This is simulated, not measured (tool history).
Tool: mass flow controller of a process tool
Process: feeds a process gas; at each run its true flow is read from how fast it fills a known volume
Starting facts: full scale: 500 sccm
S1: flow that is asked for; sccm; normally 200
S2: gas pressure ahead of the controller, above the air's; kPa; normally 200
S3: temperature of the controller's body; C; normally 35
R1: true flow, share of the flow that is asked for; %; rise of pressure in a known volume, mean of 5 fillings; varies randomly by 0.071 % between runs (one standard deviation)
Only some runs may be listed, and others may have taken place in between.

{"run": 1, "hour": 0.0, "S1": 200, "S2": 200, "S3": 35, "R1": 100.09}
{"run": 2, "hour": 485.8, "S1": 200, "S2": 200, "S3": 35, "R1": 100.2}
{"run": 3, "hour": 970.6, "S1": 200, "S2": 200, "S3": 35, "R1": 100.19}
{"run": 4, "hour": 1306.9, "S1": 200, "S2": 200, "S3": 35, "R1": 100.26}
{"run": 5, "hour": 1530.1, "S1": 200, "S2": 200, "S3": 35, "R1": 100.21}
{"run": 6, "hour": 1827.8, "S1": 200, "S2": 200, "S3": 35, "R1": 100.1}
{"run": 7, "hour": 2124.5, "S1": 200, "S2": 200, "S3": 22, "R1": 99.65}
{"run": 8, "hour": 2571.4, "S1": 200, "S2": 200, "S3": 22, "R1": 99.71}
{"run": 9, "hour": 2819.2, "S1": 442, "S2": 200, "S3": 35, "R1": 100.35}
{"run": 10, "hour": 3152.5, "S1": 200, "S2": 159, "S3": 39, "R1": 100.27}
{"run": 11, "hour": 3627.4, "S1": 200, "S2": 200, "S3": 21, "R1": 99.59}
{"run": 12, "hour": 3861.0, "S1": 200, "S2": 200, "S3": 21, "R1": 99.53}

Alternative continuations, all from the tool just after run 12; predict every row:
{"run": "A", "hour": 4099.6, "S1": 101, "S2": 200, "S3": 35, "R1": "?"}
{"run": "B", "hour": 4099.6, "S1": 229, "S2": 159, "S3": 25, "R1": "?"}
{"run": "C", "hour": 4099.6, "S1": 218, "S2": 214, "S3": 35, "R1": "?"}
{"run": "D", "hour": 4099.6, "S1": 307, "S2": 142, "S3": 24, "R1": "?"}

run=A R1=100.02
run=B R1=99.64
run=C R1=100.25
run=D R1=99.75
What these runs would have given with no unlogged condition in the tool:
run=A R1=100.03
run=B R1=99.67
run=C R1=100.28
run=D R1=99.78
